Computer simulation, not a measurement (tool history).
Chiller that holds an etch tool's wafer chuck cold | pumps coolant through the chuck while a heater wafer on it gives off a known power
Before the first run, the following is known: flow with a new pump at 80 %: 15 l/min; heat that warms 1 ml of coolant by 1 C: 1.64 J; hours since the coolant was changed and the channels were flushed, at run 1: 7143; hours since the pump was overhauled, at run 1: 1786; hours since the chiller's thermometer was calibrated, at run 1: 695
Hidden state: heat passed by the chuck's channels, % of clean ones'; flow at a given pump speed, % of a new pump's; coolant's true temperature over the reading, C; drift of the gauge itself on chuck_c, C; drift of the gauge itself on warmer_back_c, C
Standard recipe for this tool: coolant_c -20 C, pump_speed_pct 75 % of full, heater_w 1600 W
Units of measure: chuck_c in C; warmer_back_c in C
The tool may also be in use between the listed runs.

run,hour,coolant_c,pump_speed_pct,heater_w,hours since the coolant was changed and the channels were flushed,hours since the pump was overhauled,hours since the chiller's thermometer was calibrated,chuck_c,warmer_back_c
1,0.0,-20,75,1600,7143,1786,695,-7.93,4.23
2,89.4,-20,75,1600,7232,1875,784,-7.99,4.28
3,158.9,-20,89,1600,7301,1945,854,-9.05,3.50
4,227.9,-20,75,1600,7370,2014,923,-7.93,4.26
5,384.1,-20,64,1600,7527,2170,1079,-6.48,5.05
6,512.5,-20,75,1554,7655,2298,1207,-8.19,4.14
7,658.7,-20,75,1600,7801,2444,1353,-7.98,4.25
8,733.8,-20,75,1600,7876,2520,1429,-7.78,4.25
9,830.3,-27,77,961,7973,2616,1525,-19.78,2.52
10,935.6,-27,91,1608,8078,2721,1630,-16.19,3.44
11,1027.1,-27,91,1608,8170,2813,1722,-16.16,3.47
12,1126.4,-20,69,1468,8269,2912,1821,-8.20,4.36
13,1194.1,-20,69,1468,8337,2980,1889,-8.17,4.34

Here are 4 independent what-if runs from the current tool condition. What would each one return?
A,1261.6,-21,69,1468,8404,3047,1956,?,?
B,1261.6,-22,69,2304,8404,3047,1956,?,?
C,1261.6,-20,61,1468,8404,3047,1956,?,?
D,1261.6,-20,79,1674,8404,3047,1956,?,?

run,chuck_c,warmer_back_c
A,-9.24,4.31
B,-3.36,6.76
C,-7.17,4.98
D,-7.44,4.25
With no hidden state in the tool, these same runs would have given:
run,chuck_c,warmer_back_c
A,-10.53,4.23
B,-5.49,6.63
C,-8.55,4.88
D,-8.83,4.17

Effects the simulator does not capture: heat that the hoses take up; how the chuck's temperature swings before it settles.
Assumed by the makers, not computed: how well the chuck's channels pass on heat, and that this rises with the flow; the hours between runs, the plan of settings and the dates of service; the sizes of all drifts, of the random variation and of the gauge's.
